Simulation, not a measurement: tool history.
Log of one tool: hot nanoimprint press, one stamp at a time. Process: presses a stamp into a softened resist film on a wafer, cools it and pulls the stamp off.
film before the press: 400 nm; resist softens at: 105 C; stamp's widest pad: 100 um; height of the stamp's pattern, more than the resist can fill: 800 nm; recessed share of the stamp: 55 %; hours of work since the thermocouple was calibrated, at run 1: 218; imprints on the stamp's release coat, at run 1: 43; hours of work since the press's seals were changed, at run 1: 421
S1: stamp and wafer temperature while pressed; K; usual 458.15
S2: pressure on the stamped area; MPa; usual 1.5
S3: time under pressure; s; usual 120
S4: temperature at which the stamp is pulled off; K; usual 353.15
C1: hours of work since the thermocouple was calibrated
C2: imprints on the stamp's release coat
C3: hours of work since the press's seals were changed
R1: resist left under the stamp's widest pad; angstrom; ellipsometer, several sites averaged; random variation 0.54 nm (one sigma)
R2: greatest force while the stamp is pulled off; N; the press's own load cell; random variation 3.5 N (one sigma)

| run | hour | S1 | S2 | S3 | S4 | C1 | C2 | C3 | R1 | R2 |
|---|---|---|---|---|---|---|---|---|---|---|
| 1 | 0 | 458.15 | 1.5 | 120 | 353.15 | 218 | 43 | 421 | 1564 | 166 |
| 2 | 20.8 | 458.15 | 1.5 | 120 | 353.15 | 231 | 110 | 433 | 1562 | 164 |
| 3 | 34.2 | 458.15 | 1.5 | 120 | 353.15 | 238 | 154 | 441 | 1568 | 166 |
| 4 | 47.7 | 458.15 | 1.5 | 180 | 353.15 | 246 | 197 | 449 | 1370 | 168 |
| 5 | 64.5 | 458.15 | 1.5 | 180 | 353.15 | 256 | 252 | 459 | 1374 | 168 |
| 6 | 82.2 | 458.15 | 1.5 | 180 | 353.15 | 267 | 309 | 469 | 1367 | 161 |
| 7 | 92.9 | 458.15 | 1.5 | 180 | 353.15 | 273 | 343 | 476 | 1372 | 168 |
| 8 | 111.3 | 458.15 | 1.5 | 180 | 353.15 | 284 | 403 | 487 | 1368 | 171 |
| 9 | 133.2 | 458.15 | 1.5 | 180 | 353.15 | 297 | 474 | 500 | 1384 | 173 |
|  | 146.2 | plate thermocouple calibrated |
| 10 | 151.9 | 458.15 | 1.5 | 180 | 353.15 | 3 | 525 | 509 | 1374 | 172 |
| 11 | 174.8 | 458.15 | 1.5 | 120 | 353.15 | 17 | 599 | 523 | 1582 | 159 |
| 12 | 195.8 | 458.15 | 1.16 | 120 | 353.15 | 30 | 667 | 535 | 1831 | 169 |
| 13 | 209.1 | 458.15 | 1.16 | 120 | 353.15 | 37 | 710 | 543 | 1836 | 171 |
| 14 | 230.1 | 458.15 | 1.16 | 120 | 353.15 | 50 | 778 | 556 | 1831 | 165 |
| 15 | 241.9 | 458.15 | 1.5 | 120 | 353.15 | 57 | 816 | 563 | 1586 | 167 |
| 16 | 254.3 | 458.15 | 1.5 | 120 | 353.15 | 64 | 856 | 570 | 1582 | 167 |
| 17 | 265.2 | 458.15 | 0.95 | 120 | 360.15 | 71 | 891 | 577 | 2056 | 146 |
| 18 | 283.9 | 458.15 | 0.95 | 120 | 360.15 | 82 | 952 | 588 | 2053 | 150 |
| 19 | 307.1 | 458.15 | 0.95 | 120 | 360.15 | 96 | 1027 | 602 | 2051 | 152 |
| 20 | 316.7 | 458.15 | 0.95 | 120 | 360.15 | 102 | 1058 | 607 | 2066 | 148 |
| 21 | 337.1 | 458.15 | 0.95 | 120 | 360.15 | 114 | 1124 | 619 | 2046 | 153 |
| 22 | 358.9 | 452.15 | 1.51 | 120 | 353.15 | 127 | 1195 | 632 | 2012 | 164 |
| 23 | 371.5 | 460.15 | 2.25 | 127 | 345.15 | 134 | 1235 | 640 | 1127 | 195 |
| 24 | 392.5 | 460.15 | 1.02 | 109 | 354.15 | 147 | 1303 | 652 | 1911 | 166 |
| 25 | 414.9 | 454.15 | 1.5 | 205 | 356.15 | 160 | 1376 | 666 | 1571 | 160 |
| 26 | 425.2 | 467.15 | 1.5 | 178 | 353.15 | 166 | 1409 | 672 | 998 | 164 |
| 27 | 435 | 467.15 | 1.5 | 178 | 353.15 | 172 | 1441 | 678 | 994 | 168 |
| 28 | 457.8 | 467.15 | 1.5 | 178 | 353.15 | 186 | 1515 | 691 | 992 | 171 |
|  | 471.8 | stamp cleaned and given a new release coat |
|  | 474.6 | gauge calibrated |
| 29 | 476.3 | 468.15 | 2.06 | 184 | 353.15 | 193 | 14 | 699 | 768 | 168 |

The same runs without the tool's hidden state, with the same run-to-run variation:
The hidden state here: true temperature over the reading, C; pressure that arrives at the usual setting, %; grip of the stamp's worn release coat, % over a new coat's; drift of the gauge itself on residual_nm, %; drift of the gauge itself on pull_off_n, %.
| run | R1 |
|---|---|
| 1 | 1563 |
| 2 | 1560 |
| 3 | 1564 |
| 4 | 1366 |
| 5 | 1369 |
| 6 | 1361 |
| 7 | 1365 |
| 8 | 1360 |
| 9 | 1374 |
| 10 | 1364 |
| 11 | 1568 |
| 12 | 1814 |
| 13 | 1818 |
| 14 | 1811 |
| 15 | 1568 |
| 16 | 1563 |
| 17 | 2031 |
| 18 | 2026 |
| 19 | 2021 |
| 20 | 2035 |
| 21 | 2014 |
| 22 | 1978 |
| 23 | 1107 |
| 24 | 1876 |
| 25 | 1540 |
| 26 | 978 |
| 27 | 974 |
| 28 | 971 |
| 29 | 767 |
R2: within 2 N of the measured result in every run.
